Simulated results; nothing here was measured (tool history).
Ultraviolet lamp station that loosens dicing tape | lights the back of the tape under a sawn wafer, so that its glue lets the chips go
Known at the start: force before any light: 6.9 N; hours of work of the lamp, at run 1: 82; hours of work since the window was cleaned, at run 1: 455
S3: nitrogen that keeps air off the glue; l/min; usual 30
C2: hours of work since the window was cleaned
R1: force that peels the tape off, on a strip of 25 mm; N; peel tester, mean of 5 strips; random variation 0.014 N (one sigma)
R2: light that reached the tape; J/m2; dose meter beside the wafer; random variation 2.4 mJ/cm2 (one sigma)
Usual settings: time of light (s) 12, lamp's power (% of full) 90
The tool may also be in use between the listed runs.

Run 1, hour 0: usual settings; hours of work of the lamp 82; C2 455. Result: R1 0.801 N, R2 2540 J/m2.
Run 2, hour 24.5: usual settings but time of light (s) 6; hours of work of the lamp 95; C2 468. Result: R1 2.229 N, R2 1240 J/m2.
Run 3, hour 43.7: usual settings but time of light (s) 6; hours of work of the lamp 105; C2 478. Result: R1 2.292 N, R2 1240 J/m2.
Run 4, hour 62.8: usual settings but time of light (s) 6; hours of work of the lamp 115; C2 488. Result: R1 2.284 N, R2 1280 J/m2.
Run 5, hour 74: usual settings but time of light (s) 6, lamp's power (% of full) 65; hours of work of the lamp 121; C2 494. Result: R1 3.101 N, R2 890 J/m2.
Run 6, hour 93.7: usual settings; hours of work of the lamp 131; C2 504. Result: R1 0.8 N, R2 2510 J/m2.
At hour 104.3: window cleaned of glue's vapour.
Run 7, hour 111: usual settings; hours of work of the lamp 140; C2 4. Result: R1 0.868 N, R2 2390 J/m2.
Run 8, hour 133.1: usual settings but time of light (s) 22; hours of work of the lamp 152; C2 15. Result: R1 0.233 N, R2 4350 J/m2.
At hour 146.1: window cleaned of glue's vapour, once more.
Run 9, hour 155.1: usual settings but time of light (s) 9; hours of work of the lamp 163; C2 5. Result: R1 1.208 N, R2 1990 J/m2.
Run 10, hour 175.4: usual settings but lamp's power (% of full) 67; hours of work of the lamp 174; C2 16. Result: R1 1.239 N, R2 1990 J/m2.
Run 11, hour 188: usual settings but lamp's power (% of full) 67; hours of work of the lamp 181; C2 22. Result: R1 1.208 N, R2 1960 J/m2.
Run 12, hour 208.4: usual settings but lamp's power (% of full) 67; hours of work of the lamp 192; C2 33. Result: R1 1.204 N, R2 1960 J/m2.
Run 13, hour 223.7: usual settings but lamp's power (% of full) 67; hours of work of the lamp 200; C2 41. Result: R1 1.214 N, R2 1950 J/m2.
Run 14, hour 250.7: usual settings but time of light (s) 16, lamp's power (% of full) 92, S3 15 l/min; hours of work of the lamp 214; C2 56. Result: R1 0.639 N, R2 3570 J/m2.
Run 15, hour 265.3: usual settings but time of light (s) 10, lamp's power (% of full) 67; hours of work of the lamp 222; C2 63. Result: R1 1.647 N, R2 1600 J/m2.
Run 16, hour 290.2: usual settings but time of light (s) 22; hours of work of the lamp 235; C2 77. Result: R1 0.197 N, R2 4800 J/m2.
Run 17, hour 301.4: usual settings but S3 38 l/min; hours of work of the lamp 241; C2 83. Result: R1 0.633 N, R2 2580 J/m2.
Run 18, hour 319.3: usual settings but S3 38 l/min; hours of work of the lamp 251; C2 92. Result: R1 0.647 N, R2 2620 J/m2.
Run 19, hour 344.3: usual settings but time of light (s) 17, lamp's power (% of full) 71, S3 23 l/min; hours of work of the lamp 264; C2 105. Result: R1 0.735 N, R2 2900 J/m2.
Run 20, hour 370.2: usual settings but time of light (s) 17, lamp's power (% of full) 71, S3 23 l/min; hours of work of the lamp 278; C2 119. Result: R1 0.715 N, R2 2860 J/m2.
Run 21, hour 382.2: usual settings but time of light (s) 17, lamp's power (% of full) 71, S3 23 l/min; hours of work of the lamp 284; C2 125. Result: R1 0.732 N, R2 2890 J/m2.
Run 22, hour 407.9: usual settings but time of light (s) 17, lamp's power (% of full) 71, S3 23 l/min; hours of work of the lamp 298; C2 139. Result: R1 0.737 N, R2 2870 J/m2.
Run 23, hour 422.9: usual settings but time of light (s) 13, lamp's power (% of full) 68, S3 53 l/min; hours of work of the lamp 306; C2 147. Result: R1 0.842 N, R2 2080 J/m2.
Run 24, hour 441.7: usual settings but time of light (s) 13, lamp's power (% of full) 68, S3 53 l/min; hours of work of the lamp 316; C2 157. Result: R1 0.861 N, R2 2080 J/m2.
Run 25, hour 467.9: usual settings but time of light (s) 13, lamp's power (% of full) 68, S3 53 l/min; hours of work of the lamp 330; C2 171. Result: R1 0.886 N, R2 2060 J/m2.

5 ways to go on from here, each from the tool as it stands after run 25. What would each give?
Run A, hour 495.1: usual settings but time of light (s) 11, S3 12 l/min; hours of work of the lamp 344; C2 185. Result: R1 ?, R2 ?.
Run B, hour 495.1: usual settings but lamp's power (% of full) 60, S3 38 l/min; hours of work of the lamp 344; C2 185. Result: R1 ?, R2 ?.
Run C, hour 495.1: usual settings but S3 48 l/min; hours of work of the lamp 344; C2 185. Result: R1 ?, R2 ?.
Run D, hour 495.1: usual settings but time of light (s) 17, lamp's power (% of full) 67, S3 33 l/min; hours of work of the lamp 344; C2 185. Result: R1 ?, R2 ?.
Run E, hour 495.1: usual settings but time of light (s) 15, lamp's power (% of full) 68, S3 9 l/min; hours of work of the lamp 344; C2 185. Result: R1 ?, R2 ?.

run     R1    R2
  A  1.621  2290
  B  1.404  1680
  C  0.615  2490
  D  0.676  2610
  E  1.785  2390
Without the tool's hidden state the same runs would have given:
run     R1    R2
  A  1.402  2530
  B  1.203  1860
  C  0.496  2750
  D  0.549  2880
  E  1.559  2630

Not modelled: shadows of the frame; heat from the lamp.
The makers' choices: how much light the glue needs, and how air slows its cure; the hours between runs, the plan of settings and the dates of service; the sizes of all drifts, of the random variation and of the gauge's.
